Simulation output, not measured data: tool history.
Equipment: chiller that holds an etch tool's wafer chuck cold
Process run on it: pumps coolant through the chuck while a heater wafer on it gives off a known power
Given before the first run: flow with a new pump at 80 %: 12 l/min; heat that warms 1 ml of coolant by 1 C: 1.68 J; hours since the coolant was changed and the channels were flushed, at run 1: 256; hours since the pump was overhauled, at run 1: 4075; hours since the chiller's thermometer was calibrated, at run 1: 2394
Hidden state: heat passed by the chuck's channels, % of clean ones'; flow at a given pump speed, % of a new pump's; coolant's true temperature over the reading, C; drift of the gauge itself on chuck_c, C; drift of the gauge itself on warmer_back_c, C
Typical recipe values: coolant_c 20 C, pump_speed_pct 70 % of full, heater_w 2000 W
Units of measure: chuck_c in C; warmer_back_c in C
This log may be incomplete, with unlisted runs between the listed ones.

run	hour	coolant_c	pump_speed_pct	heater_w	hours since the coolant was changed and the channels were flushed	hours since the pump was overhauled	hours since the chiller's thermometer was calibrated	chuck_c	warmer_back_c
1	0	20	70	2000	256	4075	2394	34.7	7.24
2	216	20	70	2000	472	4291	2610	35	7.32
3	374.6	20	70	2000	630	4449	2769	35	7.33
4	525.7	20	64	2000	781	4601	2920	36.2	8.1
5	707.5	20	88	2000	963	4782	3101	32.7	5.9
6	856.2	20	88	2000	1112	4931	3250	32.9	5.91
7	1022	20	88	2000	1278	5097	3416	33	5.91
8	1208.3	20	88	2000	1464	5283	3602	32.9	5.91
# hour 1221: chiller's thermometer calibrated
9	1334.6	20	88	2000	1589	5408	114	32.4	5.92
10	1437	20	88	2000	1692	5511	216	32.5	5.92
11	1651	20	88	2000	1906	5725	430	32.6	5.99
12	1762.8	20	88	2000	2017	5837	542	32.7	5.99
13	1894.1	20	88	2000	2149	5968	673	32.7	5.96
14	2056.1	13	70	2000	2311	6130	835	28.3	7.61
15	2215.7	13	66	2000	2470	6290	995	29	8.05
16	2377	15	66	2000	2632	6451	1156	31	8.1
17	2564.2	22	66	1057	2819	6638	1343	30.6	4.36
18	2794.3	20	61	2604	3049	6868	1573	42.6	11.55
# hour 2815: coolant pump overhauled
19	2944.3	20	61	2604	3194	129	1718	43.4	12.13
20	3094	10	65	1383	3344	279	1868	21.9	6.05
21	3192.8	30	83	1935	3442	378	1967	43.9	6.59
# hour 3217.3: coolant pump overhauled, once more
22	3359.2	25	62	1533	3604	142	2128	37.2	5.94
23	3485.9	25	62	1533	3730	269	2255	37	5.94
24	3634.7	25	62	1533	3879	417	2404	37.2	5.92
25	3831.8	25	62	1533	4076	615	2601	37.3	5.95
26	3993.8	12	70	1224	4238	776	2763	21	4.13
27	4097.9	12	70	1224	4343	881	2867	21.1	4.25
28	4267.2	12	70	1224	4512	1050	3036	21.2	4.25
29	4380.1	12	70	1224	4625	1163	3149	21.2	4.19
30	4521.8	20	73	1232	4766	1304	3291	29.2	4.07

Forecast each of these 3 alternatives for the next run:
A	4665.6	21	84	1245	4910	1448	3435	?	?
B	4665.6	21	84	1282	4910	1448	3435	?	?
C	4665.6	20	71	1232	4910	1448	3435	?	?

run	chuck_c	warmer_back_c
A	29.4	3.58
B	29.4	3.72
C	29.1	4.22
With the hidden condition removed and each run's random variation left untouched, the same runs would have given:
run	chuck_c	warmer_back_c
A	28.6	3.49
B	28.7	3.63
C	28.3	4.12

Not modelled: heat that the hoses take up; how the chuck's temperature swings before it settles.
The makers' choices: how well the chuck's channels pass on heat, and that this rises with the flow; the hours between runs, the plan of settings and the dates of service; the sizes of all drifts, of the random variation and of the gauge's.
